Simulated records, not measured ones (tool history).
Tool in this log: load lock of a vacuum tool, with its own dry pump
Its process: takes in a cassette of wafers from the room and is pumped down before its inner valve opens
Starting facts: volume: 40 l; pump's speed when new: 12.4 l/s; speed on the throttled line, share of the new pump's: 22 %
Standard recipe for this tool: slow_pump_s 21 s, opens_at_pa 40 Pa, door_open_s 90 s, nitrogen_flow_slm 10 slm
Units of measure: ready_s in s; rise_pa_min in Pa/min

| run | hour | slow_pump_s | opens_at_pa | door_open_s | nitrogen_flow_slm | incoming humidity of the room's air, % | ready_s | rise_pa_min |
|---|---|---|---|---|---|---|---|---|
| 1 | 0 | 21 | 40 | 90 | 10 | 47.5 | 42.5 | 0.119 |
| 2 | 365.2 | 21 | 40 | 90 | 10 | 43 | 42.6 | 0.121 |
| 3 | 594.8 | 21 | 40 | 90 | 10 | 45.9 | 42.7 | 0.123 |
| 4 | 838.5 | 21 | 40 | 41 | 10 | 42.8 | 42.8 | 0.113 |
| 5 | 1043.5 | 21 | 40 | 41 | 10 | 44.8 | 42.9 | 0.103 |
| 6 | 1222.4 | 21 | 40 | 167 | 10 | 44.9 | 42.5 | 0.161 |
| 7 | 1534.2 | 21 | 40 | 167 | 10 | 43.6 | 43 | 0.156 |
| 8 | 1735.8 | 21 | 40 | 167 | 10 | 45.8 | 42.8 | 0.157 |
| 9 | 2074.1 | 21 | 40 | 167 | 10 | 43.8 | 43.4 | 0.159 |
| 10 | 2330.2 | 21 | 40 | 90 | 10 | 41.8 | 43.4 | 0.132 |
| 11 | 2668.8 | 21 | 40 | 90 | 10 | 46 | 42.7 | 0.14 |
| 12 | 3039.8 | 21 | 40 | 90 | 10 | 44.9 | 43.2 | 0.142 |
| 13 | 3327.1 | 21 | 40 | 90 | 10 | 45.3 | 44.2 | 0.143 |
| 14 | 3580.7 | 21 | 40 | 90 | 10 | 45.8 | 43.9 | 0.145 |
| 15 | 3965.1 | 21 | 40 | 90 | 10 | 46.6 | 43 | 0.156 |
| 16 | 4327.3 | 21 | 40 | 90 | 10 | 43.8 | 44 | 0.162 |
| 17 | 4615.8 | 21 | 40 | 90 | 10 | 44 | 44 | 0.156 |
| 18 | 4931.7 | 21 | 40 | 90 | 10 | 42.9 | 44 | 0.157 |
| 19 | 5166 | 21 | 33 | 32 | 36 | 44 | 45.1 | 0.121 |
| 20 | 5515.6 | 16 | 33 | 227 | 4 | 45.7 | 40.7 | 0.229 |

Expected results for the next run?
| 21 | 5850.7 | 16 | 33 | 227 | 4 | 44.1 | ? | ? |

ready_s: 40.8 s
rise_pa_min: 0.226 Pa/min
Minus the tool's unlogged condition, the same run would have read ready_s 38 s, rise_pa_min 0.113 Pa/min.

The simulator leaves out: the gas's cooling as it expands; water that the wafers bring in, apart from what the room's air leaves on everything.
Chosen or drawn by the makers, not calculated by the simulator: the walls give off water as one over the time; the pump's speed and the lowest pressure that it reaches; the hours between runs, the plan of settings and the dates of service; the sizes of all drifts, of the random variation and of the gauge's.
